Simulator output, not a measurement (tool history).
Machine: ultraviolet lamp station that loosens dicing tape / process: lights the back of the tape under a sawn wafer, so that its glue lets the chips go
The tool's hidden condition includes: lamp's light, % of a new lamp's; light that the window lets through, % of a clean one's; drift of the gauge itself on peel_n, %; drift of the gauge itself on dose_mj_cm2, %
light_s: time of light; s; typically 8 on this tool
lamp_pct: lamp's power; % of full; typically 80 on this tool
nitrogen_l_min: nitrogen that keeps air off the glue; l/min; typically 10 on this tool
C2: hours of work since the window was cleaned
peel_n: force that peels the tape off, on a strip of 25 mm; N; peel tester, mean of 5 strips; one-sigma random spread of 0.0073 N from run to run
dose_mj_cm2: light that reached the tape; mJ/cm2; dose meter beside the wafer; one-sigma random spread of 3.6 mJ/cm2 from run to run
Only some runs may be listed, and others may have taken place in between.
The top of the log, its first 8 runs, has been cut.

{"run": 9, "day": 2.575, "light_s": 8, "lamp_pct": 80, "nitrogen_l_min": 10, "hours of work of the lamp": 108, "C2": 261, "peel_n": 0.26, "dose_mj_cm2": 589}
{"run": 10, "day": 2.796, "light_s": 8, "lamp_pct": 80, "nitrogen_l_min": 10, "hours of work of the lamp": 111, "C2": 265, "peel_n": 0.273, "dose_mj_cm2": 581}
{"run": 11, "day": 3.167, "light_s": 8, "lamp_pct": 80, "nitrogen_l_min": 10, "hours of work of the lamp": 117, "C2": 270, "peel_n": 0.269, "dose_mj_cm2": 590}
{"run": 12, "day": 3.588, "light_s": 8, "lamp_pct": 80, "nitrogen_l_min": 10, "hours of work of the lamp": 123, "C2": 277, "peel_n": 0.275, "dose_mj_cm2": 592}
{"run": 13, "day": 3.775, "light_s": 8, "lamp_pct": 80, "nitrogen_l_min": 10, "hours of work of the lamp": 126, "C2": 279, "peel_n": 0.267, "dose_mj_cm2": 585}
{"run": 14, "day": 4.142, "light_s": 15, "lamp_pct": 80, "nitrogen_l_min": 10, "hours of work of the lamp": 131, "C2": 285, "peel_n": 0.078, "dose_mj_cm2": 1105}
{"run": 15, "day": 4.542, "light_s": 15, "lamp_pct": 80, "nitrogen_l_min": 10, "hours of work of the lamp": 137, "C2": 291, "peel_n": 0.08, "dose_mj_cm2": 1112}
{"run": 16, "day": 4.75, "light_s": 15, "lamp_pct": 80, "nitrogen_l_min": 10, "hours of work of the lamp": 140, "C2": 294, "peel_n": 0.088, "dose_mj_cm2": 1100}
{"run": 17, "day": 5.192, "light_s": 4, "lamp_pct": 74, "nitrogen_l_min": 13, "hours of work of the lamp": 147, "C2": 301, "peel_n": 1.04, "dose_mj_cm2": 276}
{"run": 18, "day": 5.521, "light_s": 11, "lamp_pct": 80, "nitrogen_l_min": 17, "hours of work of the lamp": 152, "C2": 306, "peel_n": 0.091, "dose_mj_cm2": 811}
{"run": 19, "day": 5.917, "light_s": 8, "lamp_pct": 99, "nitrogen_l_min": 10, "hours of work of the lamp": 158, "C2": 311, "peel_n": 0.154, "dose_mj_cm2": 730}
{"run": 20, "day": 6.296, "light_s": 8, "lamp_pct": 80, "nitrogen_l_min": 9, "hours of work of the lamp": 163, "C2": 317, "peel_n": 0.307, "dose_mj_cm2": 590}
{"run": 21, "day": 6.512, "light_s": 13, "lamp_pct": 68, "nitrogen_l_min": 7, "hours of work of the lamp": 167, "C2": 320, "peel_n": 0.175, "dose_mj_cm2": 818}
{"run": 22, "day": 6.842, "light_s": 8, "lamp_pct": 80, "nitrogen_l_min": 15, "hours of work of the lamp": 172, "C2": 325, "peel_n": 0.187, "dose_mj_cm2": 592}
{"run": 23, "day": 7.242, "light_s": 8, "lamp_pct": 80, "nitrogen_l_min": 15, "hours of work of the lamp": 178, "C2": 331, "peel_n": 0.196, "dose_mj_cm2": 591}
{"run": 24, "day": 7.454, "light_s": 11, "lamp_pct": 77, "nitrogen_l_min": 17, "hours of work of the lamp": 181, "C2": 334, "peel_n": 0.1, "dose_mj_cm2": 772}
{"run": 25, "day": 7.75, "light_s": 11, "lamp_pct": 77, "nitrogen_l_min": 17, "hours of work of the lamp": 185, "C2": 339, "peel_n": 0.107, "dose_mj_cm2": 789}
{"run": 26, "day": 8.188, "light_s": 4, "lamp_pct": 61, "nitrogen_l_min": 10, "hours of work of the lamp": 192, "C2": 345, "peel_n": 1.565, "dose_mj_cm2": 222}
{"run": 27, "day": 8.396, "light_s": 12, "lamp_pct": 61, "nitrogen_l_min": 10, "hours of work of the lamp": 195, "C2": 349, "peel_n": 0.207, "dose_mj_cm2": 674}
{"run": 28, "day": 8.842, "light_s": 7, "lamp_pct": 80, "nitrogen_l_min": 17, "hours of work of the lamp": 201, "C2": 355, "peel_n": 0.234, "dose_mj_cm2": 520}
{"run": 29, "day": 9.271, "light_s": 8, "lamp_pct": 66, "nitrogen_l_min": 7, "hours of work of the lamp": 208, "C2": 362, "peel_n": 0.575, "dose_mj_cm2": 486}
{"run": 30, "day": 9.592, "light_s": 7, "lamp_pct": 70, "nitrogen_l_min": 10, "hours of work of the lamp": 213, "C2": 366, "peel_n": 0.51, "dose_mj_cm2": 450}
{"run": 31, "day": 9.804, "light_s": 5, "lamp_pct": 79, "nitrogen_l_min": 10, "hours of work of the lamp": 216, "C2": 370, "peel_n": 0.762, "dose_mj_cm2": 355}
{"run": 32, "day": 10.054, "light_s": 5, "lamp_pct": 79, "nitrogen_l_min": 10, "hours of work of the lamp": 220, "C2": 373, "peel_n": 0.75, "dose_mj_cm2": 361}

3 ways to go on from here, each from the tool as it stands after run 32. What would each give?
{"run": "A", "day": 10.358, "light_s": 11, "lamp_pct": 74, "nitrogen_l_min": 7, "hours of work of the lamp": 224, "C2": 378, "peel_n": "?", "dose_mj_cm2": "?"}
{"run": "B", "day": 10.358, "light_s": 5, "lamp_pct": 81, "nitrogen_l_min": 10, "hours of work of the lamp": 224, "C2": 378, "peel_n": "?", "dose_mj_cm2": "?"}
{"run": "C", "day": 10.358, "light_s": 5, "lamp_pct": 79, "nitrogen_l_min": 6, "hours of work of the lamp": 224, "C2": 378, "peel_n": "?", "dose_mj_cm2": "?"}

run=A peel_n=0.196 dose_mj_cm2=748
run=B peel_n=0.710 dose_mj_cm2=373
run=C peel_n=1.055 dose_mj_cm2=366
Had the tool no hidden state, the same runs would have come out as:
run=A peel_n=0.195 dose_mj_cm2=749
run=B peel_n=0.709 dose_mj_cm2=374
run=C peel_n=1.053 dose_mj_cm2=366
